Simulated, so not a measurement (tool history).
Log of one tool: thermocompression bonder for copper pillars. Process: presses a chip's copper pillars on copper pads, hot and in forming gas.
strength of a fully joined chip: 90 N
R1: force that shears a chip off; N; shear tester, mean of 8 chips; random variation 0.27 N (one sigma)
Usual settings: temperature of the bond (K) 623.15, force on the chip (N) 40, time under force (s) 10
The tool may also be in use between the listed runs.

run 1 hour=0 | temperature_of_the_bond_(K)=623.15 force_on_the_chip_(N)=40 time_under_force_(s)=10 | R1=59
run 2 hour=72 | temperature_of_the_bond_(K)=623.15 force_on_the_chip_(N)=40 time_under_force_(s)=10 | R1=57.8
run 3 hour=129.7 | temperature_of_the_bond_(K)=623.15 force_on_the_chip_(N)=40 time_under_force_(s)=10 | R1=57.2
run 4 hour=191.7 | temperature_of_the_bond_(K)=623.15 force_on_the_chip_(N)=40 time_under_force_(s)=10 | R1=55.9
run 5 hour=240.7 | temperature_of_the_bond_(K)=623.15 force_on_the_chip_(N)=40 time_under_force_(s)=10 | R1=55.9
run 6 hour=308.8 | temperature_of_the_bond_(K)=623.15 force_on_the_chip_(N)=40 time_under_force_(s)=10 | R1=57.7
run 7 hour=382.5 | temperature_of_the_bond_(K)=623.15 force_on_the_chip_(N)=40 time_under_force_(s)=10 | R1=57.7
run 8 hour=454.8 | temperature_of_the_bond_(K)=623.15 force_on_the_chip_(N)=40 time_under_force_(s)=10 | R1=56.2
run 9 hour=522.6 | temperature_of_the_bond_(K)=623.15 force_on_the_chip_(N)=40 time_under_force_(s)=28 | R1=70.3
run 10 hour=555.5 | temperature_of_the_bond_(K)=623.15 force_on_the_chip_(N)=32 time_under_force_(s)=28 | R1=61.6
run 11 hour=629.5 | temperature_of_the_bond_(K)=623.15 force_on_the_chip_(N)=32 time_under_force_(s)=28 | R1=67.6
run 12 hour=693.7 | temperature_of_the_bond_(K)=623.15 force_on_the_chip_(N)=32 time_under_force_(s)=28 | R1=66.2
run 13 hour=754.2 | temperature_of_the_bond_(K)=635.15 force_on_the_chip_(N)=40 time_under_force_(s)=10 | R1=63.3
run 14 hour=800.6 | temperature_of_the_bond_(K)=623.15 force_on_the_chip_(N)=40 time_under_force_(s)=21 | R1=70.8
run 15 hour=872.3 | temperature_of_the_bond_(K)=623.15 force_on_the_chip_(N)=40 time_under_force_(s)=21 | R1=66.2
run 16 hour=923.1 | temperature_of_the_bond_(K)=623.15 force_on_the_chip_(N)=40 time_under_force_(s)=21 | R1=69.5
run 17 hour=975.2 | temperature_of_the_bond_(K)=623.15 force_on_the_chip_(N)=40 time_under_force_(s)=21 | R1=68.6
run 18 hour=1048.4 | temperature_of_the_bond_(K)=623.15 force_on_the_chip_(N)=40 time_under_force_(s)=19 | R1=66.1
run 19 hour=1105.1 | temperature_of_the_bond_(K)=623.15 force_on_the_chip_(N)=40 time_under_force_(s)=19 | R1=65.2
run 20 hour=1151 | temperature_of_the_bond_(K)=623.15 force_on_the_chip_(N)=40 time_under_force_(s)=19 | R1=64.8
run 21 hour=1187.8 | temperature_of_the_bond_(K)=623.15 force_on_the_chip_(N)=40 time_under_force_(s)=19 | R1=67.8
run 22 hour=1247.6 | temperature_of_the_bond_(K)=610.15 force_on_the_chip_(N)=30 time_under_force_(s)=10 | R1=41.2
run 23 hour=1318.3 | temperature_of_the_bond_(K)=611.15 force_on_the_chip_(N)=24 time_under_force_(s)=27 | R1=47.1
run 24 hour=1393.7 | temperature_of_the_bond_(K)=605.15 force_on_the_chip_(N)=38 time_under_force_(s)=10 | R1=50.6
run 25 hour=1426.1 | temperature_of_the_bond_(K)=625.15 force_on_the_chip_(N)=34 time_under_force_(s)=10 | R1=51
run 26 hour=1497.6 | temperature_of_the_bond_(K)=625.15 force_on_the_chip_(N)=34 time_under_force_(s)=10 | R1=53.8
run 27 hour=1533.7 | temperature_of_the_bond_(K)=625.15 force_on_the_chip_(N)=34 time_under_force_(s)=10 | R1=53.4
run 28 hour=1596.6 | temperature_of_the_bond_(K)=637.15 force_on_the_chip_(N)=36 time_under_force_(s)=22 | R1=70.9
run 29 hour=1658.7 | temperature_of_the_bond_(K)=637.15 force_on_the_chip_(N)=36 time_under_force_(s)=22 | R1=69.5
run 30 hour=1727.1 | temperature_of_the_bond_(K)=637.15 force_on_the_chip_(N)=36 time_under_force_(s)=22 | R1=68.8
run 31 hour=1782.2 | temperature_of_the_bond_(K)=623.15 force_on_the_chip_(N)=40 time_under_force_(s)=10 | R1=56.3
run 32 hour=1833.8 | temperature_of_the_bond_(K)=615.15 force_on_the_chip_(N)=24 time_under_force_(s)=13 | R1=39.6
run 33 hour=1895.4 | temperature_of_the_bond_(K)=634.15 force_on_the_chip_(N)=24 time_under_force_(s)=6 | R1=33.5
run 34 hour=1940.3 | temperature_of_the_bond_(K)=637.15 force_on_the_chip_(N)=59 time_under_force_(s)=10 | R1=75.9
run 35 hour=2004.8 | temperature_of_the_bond_(K)=594.15 force_on_the_chip_(N)=50 time_under_force_(s)=13 | R1=61.1
run 36 hour=2062.5 | temperature_of_the_bond_(K)=652.15 force_on_the_chip_(N)=41 time_under_force_(s)=18 | R1=72.1
run 37 hour=2110.6 | temperature_of_the_bond_(K)=603.15 force_on_the_chip_(N)=40 time_under_force_(s)=7 | R1=46.8
run 38 hour=2155 | temperature_of_the_bond_(K)=603.15 force_on_the_chip_(N)=40 time_under_force_(s)=7 | R1=46.1

Taken out of this log: 11 entries between the listed runs. Where each belongs, and how the hidden state differs across it:
Between runs 5 and 6: forming gas filter changed (hour 269.9)
  true temperature of the bond over the reading, C: -6.7 -> -7.6; force that reaches the chip, % of what is set: 103.4 -> 103.7; oxide that the forming gas leaves, % of the face: 6.15 -> 1.36
  measured less the result without the state, R1: -4 -> -1.2 N
Between runs 10 and 11: heater calibrated with a thermocouple chip (hour 567.5); forming gas filter changed (hour 574.3)
  true temperature of the bond over the reading, C: -10.6 -> -0.6; force that reaches the chip, % of what is set: 104.9 -> 105.3; oxide that the forming gas leaves, % of the face: 6.03 -> 1.74
  measured less the result without the state, R1: -4.8 -> +1 N
Between runs 12 and 13: force cell calibrated (hour 702.2)
  true temperature of the bond over the reading, C: -1.3 -> -2.2; force that reaches the chip, % of what is set: 105.6 -> 109.2; oxide that the forming gas leaves, % of the face: 3.05 -> 4.26
  measured less the result without the state, R1: +0 -> +0.6 N
Between runs 14 and 15: force cell calibrated, once more (hour 811.2)
  true temperature of the bond over the reading, C: -2.8 -> -3.6; force that reaches the chip, % of what is set: 109.4 -> 100.5; oxide that the forming gas leaves, % of the face: 5.14 -> 6.44
  measured less the result without the state, R1: -0.9 -> -5 N
Between runs 15 and 16: forming gas filter changed (hour 883)
  true temperature of the bond over the reading, C: -3.6 -> -4.2; force that reaches the chip, % of what is set: 100.5 -> 100.8; oxide that the forming gas leaves, % of the face: 6.44 -> 1.29
  measured less the result without the state, R1: -5 -> -1.4 N
Between runs 20 and 21: forming gas filter changed (hour 1184.5)
  true temperature of the bond over the reading, C: -7 -> -7.4; force that reaches the chip, % of what is set: 101.9 -> 102; oxide that the forming gas leaves, % of the face: 5.87 -> 0.71
  measured less the result without the state, R1: -4.9 -> -1.4 N
Between runs 23 and 24: heater calibrated with a thermocouple chip (hour 1389.8)
  true temperature of the bond over the reading, C: -9.1 -> -0.6; force that reaches the chip, % of what is set: 102.7 -> 103.1; oxide that the forming gas leaves, % of the face: 3.28 -> 4.6
  measured less the result without the state, R1: -3.1 -> -1.1 N
Between runs 25 and 26: forming gas filter changed (hour 1488.5)
  true temperature of the bond over the reading, C: -1 -> -2; force that reaches the chip, % of what is set: 103.2 -> 103.6; oxide that the forming gas leaves, % of the face: 5.32 -> 0.71
  measured less the result without the state, R1: -1.5 -> +0.8 N
Between runs 31 and 32: forming gas filter changed (hour 1789.2)
  true temperature of the bond over the reading, C: -5.6 -> -6.2; force that reaches the chip, % of what is set: 105 -> 105.3; oxide that the forming gas leaves, % of the face: 6.33 -> 1.48
  measured less the result without the state, R1: -3.1 -> -0.1 N
Between runs 36 and 37: forming gas filter changed (hour 2091.4)
  true temperature of the bond over the reading, C: -9.1 -> -9.6; force that reaches the chip, % of what is set: 106.4 -> 106.7; oxide that the forming gas leaves, % of the face: 5.98 -> 0.92
  measured less the result without the state, R1: -4.1 -> -0.6 N
